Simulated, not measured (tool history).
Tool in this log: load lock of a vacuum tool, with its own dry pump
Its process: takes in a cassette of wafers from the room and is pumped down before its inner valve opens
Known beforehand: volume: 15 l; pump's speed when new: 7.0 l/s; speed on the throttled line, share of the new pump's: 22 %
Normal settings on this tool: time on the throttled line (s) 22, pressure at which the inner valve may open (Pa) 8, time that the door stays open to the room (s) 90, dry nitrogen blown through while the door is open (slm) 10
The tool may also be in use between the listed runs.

| run | hour | time on the throttled line (s) | pressure at which the inner valve may open (Pa) | time that the door stays open to the room (s) | dry nitrogen blown through while the door is open (slm) | incoming humidity of the room's air, % | time from the closed door until the inner valve may open (s) | rise of the pressure with all valves shut (Pa/min) |
|---|---|---|---|---|---|---|---|---|
| 1 | 0 | 22 | 8 | 90 | 10 | 45.2 | 37.4 | 0.09 |
| 2 | 288.5 | 22 | 8 | 90 | 10 | 44 | 37.4 | 0.084 |
| 3 | 445.6 | 22 | 13 | 90 | 10 | 45.5 | 36.5 | 0.084 |
| 4 | 625.3 | 22 | 13 | 90 | 10 | 43.2 | 36.6 | 0.082 |
| 5 | 881.2 | 22 | 13 | 90 | 10 | 42.8 | 36.8 | 0.08 |
| 6 | 1124.8 | 22 | 13 | 90 | 10 | 45.2 | 36.9 | 0.087 |
| 7 | 1396.1 | 22 | 13 | 90 | 10 | 46.5 | 36.7 | 0.091 |
| 8 | 1648.1 | 22 | 8 | 90 | 10 | 46.5 | 37.6 | 0.084 |
| 9 | 1784.8 | 22 | 8 | 90 | 10 | 43.4 | 37.6 | 0.082 |
| 10 | 2035 | 22 | 8 | 90 | 10 | 44.5 | 37.5 | 0.086 |
| 11 | 2210.1 | 22 | 8 | 90 | 10 | 43.9 | 37.5 | 0.084 |
| 12 | 2465.1 | 22 | 8 | 90 | 10 | 43 | 37.3 | 0.08 |
| 13 | 2667.5 | 22 | 8 | 90 | 10 | 44.7 | 37.7 | 0.079 |
| 14 | 2990.6 | 43 | 8 | 76 | 10 | 51.5 | 53.9 | 0.093 |
| 15 | 3234.5 | 27 | 8 | 30 | 10 | 45.8 | 41.7 | 0.065 |
| 16 | 3547.5 | 22 | 8 | 90 | 10 | 45.1 | 37.5 | 0.086 |
| 17 | 3851.9 | 22 | 8 | 90 | 10 | 43 | 38 | 0.078 |
| 18 | 4108.1 | 14 | 8 | 90 | 10 | 44 | 30.9 | 0.083 |
| 19 | 4296 | 24 | 8 | 90 | 40 | 43.2 | 38.9 | 0.054 |
| 20 | 4448.5 | 34 | 7 | 239 | 5 | 41.3 | 47.6 | 0.123 |
| 21 | 4628.2 | 34 | 7 | 188 | 5 | 45.1 | 46.3 | 0.121 |
| 22 | 4853.9 | 22 | 11 | 96 | 10 | 44.8 | 36.8 | 0.083 |
| 23 | 5003.5 | 22 | 11 | 96 | 10 | 41 | 36.8 | 0.079 |
| 24 | 5331.8 | 28 | 16 | 46 | 22 | 46.9 | 40.7 | 0.055 |
| 25 | 5466 | 23 | 8 | 227 | 5 | 43.7 | 38.3 | 0.131 |
| 26 | 5736.3 | 15 | 11 | 90 | 10 | 43.1 | 31.2 | 0.086 |

Here are 4 independent what-if runs from the current tool condition. What would each one return?
| A | 5918.9 | 15 | 10 | 90 | 10 | 44.5 | ? | ? |
| B | 5918.9 | 20 | 7 | 34 | 10 | 46.4 | ? | ? |
| C | 5918.9 | 15 | 12 | 90 | 10 | 41.6 | ? | ? |
| D | 5918.9 | 22 | 15 | 25 | 10 | 44.8 | ? | ? |

| run | time from the closed door until the inner valve may open (s) | rise of the pressure with all valves shut (Pa/min) |
|---|---|---|
| A | 32.1 | 0.083 |
| B | 35.9 | 0.065 |
| C | 31.2 | 0.079 |
| D | 35.8 | 0.056 |
With the hidden condition removed and each run's random variation left untouched, the same runs would have given:
| run | time from the closed door until the inner valve may open (s) | rise of the pressure with all valves shut (Pa/min) |
|---|---|---|
| A | 32.1 | 0.081 |
| B | 35.9 | 0.063 |
| C | 31.2 | 0.077 |
| D | 35.8 | 0.054 |
